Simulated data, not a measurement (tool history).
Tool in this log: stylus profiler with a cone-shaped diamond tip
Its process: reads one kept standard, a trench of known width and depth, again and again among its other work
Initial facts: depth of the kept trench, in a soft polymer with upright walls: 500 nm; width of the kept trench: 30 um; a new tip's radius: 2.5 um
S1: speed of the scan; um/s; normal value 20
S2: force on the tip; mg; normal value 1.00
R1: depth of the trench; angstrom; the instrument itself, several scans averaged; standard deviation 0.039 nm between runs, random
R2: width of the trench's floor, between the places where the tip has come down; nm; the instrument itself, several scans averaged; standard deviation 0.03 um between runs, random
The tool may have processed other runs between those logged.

run	hour	S1	S2	R1	R2
1	0.0	20	1.00	5026.9	26740
2	26.4	20	1.00	5027.6	26750
3	53.2	20	1.00	5028.4	26730
4	72.6	20	1.00	5027.6	26710
5	108.4	20	2.20	5046.1	26680
6	137.1	20	2.20	5046.3	26730
7	152.9	20	2.20	5046.3	26660
8	176.1	20	2.20	5046.4	26710
9	208.9	20	1.00	5028.5	26650
10	236.2	25	1.00	5028.4	26600
11	269.6	13	1.00	5028.9	26640
12	298.6	13	1.00	5029.1	26630
13	320.2	20	1.00	5029.2	26590
14	352.8	20	1.00	5029.3	26550
15	386.8	20	1.00	5029.4	26580
16	413.2	20	1.00	5029.5	26530
17	441.5	20	1.00	5030.4	26480
18	474.4	12	1.00	5029.3	26540
19	493.2	12	1.91	5044.2	26530
20	509.5	14	1.91	5044.4	26520
21	526.0	16	0.50	5021.0	26450
22	560.2	16	0.50	5020.3	26440
23	576.7	16	0.39	5018.2	26370
24	602.4	52	0.39	5018.3	26150
25	632.4	20	0.89	5028.4	26410
26	648.0	20	0.89	5028.6	26420
27	664.1	20	0.89	5028.1	26410
28	699.6	44	2.39	5051.6	26360
29	733.9	44	2.39	5052.1	26300
30	767.2	10	1.00	5031.0	26420
31	797.0	16	1.58	5041.2	26370
32	815.4	43	0.88	5029.2	26240
33	847.8	43	0.88	5029.1	26190
34	871.9	43	0.88	5029.5	26210
35	888.8	58	2.55	5055.4	26190

Predict each of these 4 candidate next runs independently; none follows another, all start after run 35:
A	923.4	16	0.35	?	?
B	923.4	20	0.63	?	?
C	923.4	19	2.54	?	?
D	923.4	35	0.47	?	?

run	R1	R2
A	5018.9	26280
B	5024.6	26240
C	5054.2	26310
D	5021.4	26110
Had the tool no hidden state, the same runs would have come out as:
run	R1	R2
A	5013.0	26910
B	5018.6	26880
C	5048.2	26940
D	5015.5	26740
